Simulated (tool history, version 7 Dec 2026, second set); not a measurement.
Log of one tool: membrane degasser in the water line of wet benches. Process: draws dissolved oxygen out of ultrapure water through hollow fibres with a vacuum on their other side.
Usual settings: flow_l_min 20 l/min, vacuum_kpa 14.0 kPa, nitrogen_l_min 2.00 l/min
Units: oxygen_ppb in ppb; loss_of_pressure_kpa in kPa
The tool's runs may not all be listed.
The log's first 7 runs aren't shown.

run	hour	flow_l_min	vacuum_kpa	nitrogen_l_min	oxygen_ppb	loss_of_pressure_kpa
8	530.8	20	14.8	2.00	505.8	41.71
9	624.6	20	14.0	1.91	495.0	41.72
10	688.8	20	14.0	1.91	500.3	41.73
11	738.8	20	12.7	2.00	457.8	41.82
12	806.6	20	12.7	2.00	452.8	41.66
13	848.1	20	12.7	2.00	453.7	41.58
14	913.8	20	12.7	2.00	453.2	41.78
15	1007.2	20	12.7	2.00	452.1	41.89
16	1064.3	20	12.7	2.00	456.1	41.86
17	1135.0	28	12.4	2.00	759.7	58.45
18	1194.9	18	14.0	0.94	607.6	37.50
19	1234.1	17	31.5	1.60	786.8	35.58
20	1281.3	17	31.5	1.60	787.1	35.64
21	1326.8	22	15.9	1.04	820.2	46.01
22	1367.5	16	9.8	3.92	205.8	33.30
# hour 1371.8: gauge calibrated
23	1423.4	16	9.0	3.69	208.5	33.60
24	1471.5	16	9.0	3.69	207.3	33.43
25	1523.8	16	9.0	3.69	206.7	33.29
# hour 1547.8: vacuum gauge calibrated
26	1571.2	29	19.6	0.92	1412.9	60.46
27	1662.9	15	16.2	4.31	230.7	31.37
28	1706.3	29	16.2	1.17	1109.8	60.30
29	1782.5	13	14.0	3.18	185.3	27.23

Run 30 comes next. What will it give?
30	1873.0	15	14.0	2.05	?	?

Run 30 gave oxygen_ppb 302.2 ppb, loss_of_pressure_kpa 31.28 kPa.
Without the tool's hidden state the same run would have given oxygen_ppb 305.3 ppb, loss_of_pressure_kpa 31.28 kPa.

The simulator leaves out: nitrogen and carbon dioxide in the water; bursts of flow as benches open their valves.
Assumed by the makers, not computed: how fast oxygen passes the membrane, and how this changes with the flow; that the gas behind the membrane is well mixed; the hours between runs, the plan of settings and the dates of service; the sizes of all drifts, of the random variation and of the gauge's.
